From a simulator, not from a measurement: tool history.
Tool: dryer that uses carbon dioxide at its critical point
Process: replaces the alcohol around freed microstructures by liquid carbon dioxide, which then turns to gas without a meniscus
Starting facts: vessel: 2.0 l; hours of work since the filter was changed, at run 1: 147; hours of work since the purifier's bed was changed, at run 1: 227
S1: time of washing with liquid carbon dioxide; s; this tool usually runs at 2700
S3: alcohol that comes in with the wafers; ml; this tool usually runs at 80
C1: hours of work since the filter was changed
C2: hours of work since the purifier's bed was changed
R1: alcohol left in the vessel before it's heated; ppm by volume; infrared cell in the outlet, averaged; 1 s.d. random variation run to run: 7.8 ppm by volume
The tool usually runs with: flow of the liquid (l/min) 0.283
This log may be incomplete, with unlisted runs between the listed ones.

run 1 hour=0.0 | S1=2700 flow_of_the_liquid_(l/min)=0.283 S3=80 | C1=147 C2=227 | R1=777
run 2 hour=7.7 | S1=2940 flow_of_the_liquid_(l/min)=0.283 S3=80 | C1=152 C2=232 | R1=569
run 3 hour=14.7 | S1=2940 flow_of_the_liquid_(l/min)=0.283 S3=80 | C1=157 C2=237 | R1=566
run 4 hour=29.6 | S1=2940 flow_of_the_liquid_(l/min)=0.283 S3=80 | C1=167 C2=246 | R1=588
run 5 hour=43.8 | S1=2940 flow_of_the_liquid_(l/min)=0.283 S3=80 | C1=176 C2=256 | R1=610
run 6 hour=55.2 | S1=2940 flow_of_the_liquid_(l/min)=0.283 S3=80 | C1=184 C2=264 | R1=634
run 7 hour=62.3 | S1=2940 flow_of_the_liquid_(l/min)=0.283 S3=80 | C1=188 C2=268 | R1=640
-- hour=76.7 inlet filter changed
run 8 hour=77.0 | S1=2940 flow_of_the_liquid_(l/min)=0.283 S3=80 | C1=0 C2=277 | R1=323
run 9 hour=86.6 | S1=2940 flow_of_the_liquid_(l/min)=0.283 S3=80 | C1=7 C2=284 | R1=352
run 10 hour=95.5 | S1=2940 flow_of_the_liquid_(l/min)=0.283 S3=80 | C1=13 C2=290 | R1=359
run 11 hour=101.9 | S1=2940 flow_of_the_liquid_(l/min)=0.283 S3=80 | C1=17 C2=294 | R1=352
run 12 hour=110.9 | S1=1620 flow_of_the_liquid_(l/min)=0.283 S3=80 | C1=23 C2=300 | R1=2757
run 13 hour=124.3 | S1=2700 flow_of_the_liquid_(l/min)=0.283 S3=80 | C1=32 C2=309 | R1=516
run 14 hour=138.4 | S1=2700 flow_of_the_liquid_(l/min)=0.283 S3=80 | C1=41 C2=318 | R1=539
run 15 hour=153.4 | S1=2700 flow_of_the_liquid_(l/min)=0.283 S3=80 | C1=51 C2=328 | R1=583
run 16 hour=161.4 | S1=2700 flow_of_the_liquid_(l/min)=0.283 S3=80 | C1=56 C2=334 | R1=580
run 17 hour=172.5 | S1=2700 flow_of_the_liquid_(l/min)=0.299 S3=80 | C1=64 C2=341 | R1=470
run 18 hour=186.6 | S1=2700 flow_of_the_liquid_(l/min)=0.299 S3=80 | C1=73 C2=350 | R1=494
run 19 hour=200.5 | S1=2700 flow_of_the_liquid_(l/min)=0.283 S3=69 | C1=83 C2=360 | R1=549
run 20 hour=215.0 | S1=2700 flow_of_the_liquid_(l/min)=0.283 S3=80 | C1=92 C2=369 | R1=668
run 21 hour=223.9 | S1=2700 flow_of_the_liquid_(l/min)=0.283 S3=80 | C1=98 C2=375 | R1=676
run 22 hour=231.6 | S1=2700 flow_of_the_liquid_(l/min)=0.283 S3=80 | C1=103 C2=380 | R1=693
run 23 hour=245.1 | S1=2700 flow_of_the_liquid_(l/min)=0.283 S3=80 | C1=112 C2=389 | R1=700
run 24 hour=259.0 | S1=2700 flow_of_the_liquid_(l/min)=0.283 S3=80 | C1=122 C2=399 | R1=746
run 25 hour=269.1 | S1=2700 flow_of_the_liquid_(l/min)=0.283 S3=80 | C1=128 C2=405 | R1=770
run 26 hour=277.1 | S1=2940 flow_of_the_liquid_(l/min)=0.209 S3=45 | C1=134 C2=411 | R1=949
run 27 hour=291.5 | S1=2940 flow_of_the_liquid_(l/min)=0.396 S3=44 | C1=143 C2=420 | R1=146
run 28 hour=298.0 | S1=3480 flow_of_the_liquid_(l/min)=0.240 S3=34 | C1=147 C2=425 | R1=302
run 29 hour=309.7 | S1=2100 flow_of_the_liquid_(l/min)=0.283 S3=31 | C1=155 C2=432 | R1=808
run 30 hour=319.1 | S1=2100 flow_of_the_liquid_(l/min)=0.283 S3=31 | C1=162 C2=439 | R1=798
run 31 hour=326.6 | S1=2700 flow_of_the_liquid_(l/min)=0.305 S3=80 | C1=167 C2=444 | R1=688
run 32 hour=335.1 | S1=3960 flow_of_the_liquid_(l/min)=0.210 S3=35 | C1=172 C2=449 | R1=360
run 33 hour=347.8 | S1=2280 flow_of_the_liquid_(l/min)=0.241 S3=47 | C1=181 C2=458 | R1=1518
run 34 hour=357.6 | S1=2040 flow_of_the_liquid_(l/min)=0.272 S3=80 | C1=187 C2=464 | R1=2474
run 35 hour=372.0 | S1=2700 flow_of_the_liquid_(l/min)=0.414 S3=80 | C1=197 C2=474 | R1=250
-- hour=374.0 inlet filter changed
run 36 hour=385.4 | S1=2700 flow_of_the_liquid_(l/min)=0.458 S3=80 | C1=8 C2=482 | R1=136
run 37 hour=399.9 | S1=3300 flow_of_the_liquid_(l/min)=0.468 S3=43 | C1=17 C2=492 | R1=115
run 38 hour=414.6 | S1=3300 flow_of_the_liquid_(l/min)=0.389 S3=33 | C1=27 C2=502 | R1=122
run 39 hour=424.6 | S1=2280 flow_of_the_liquid_(l/min)=0.348 S3=29 | C1=34 C2=508 | R1=250

5 options for the next run, each taken on its own from the tool as it stands now. Forecast them:
run A hour=438.0 | S1=2640 flow_of_the_liquid_(l/min)=0.279 S3=40 | C1=43 C2=517 | R1=?
run B hour=438.0 | S1=3840 flow_of_the_liquid_(l/min)=0.267 S3=25 | C1=43 C2=517 | R1=?
run C hour=438.0 | S1=2940 flow_of_the_liquid_(l/min)=0.283 S3=93 | C1=43 C2=517 | R1=?
run D hour=438.0 | S1=2700 flow_of_the_liquid_(l/min)=0.283 S3=44 | C1=43 C2=517 | R1=?
run E hour=438.0 | S1=2280 flow_of_the_liquid_(l/min)=0.348 S3=29 | C1=43 C2=517 | R1=?

run=A R1=389
run=B R1=159
run=C R1=499
run=D R1=377
run=E R1=259
Had the tool no hidden state, the same runs would have come out as:
run=A R1=236
run=B R1=38
run=C R1=317
run=D R1=220
run=E R1=125

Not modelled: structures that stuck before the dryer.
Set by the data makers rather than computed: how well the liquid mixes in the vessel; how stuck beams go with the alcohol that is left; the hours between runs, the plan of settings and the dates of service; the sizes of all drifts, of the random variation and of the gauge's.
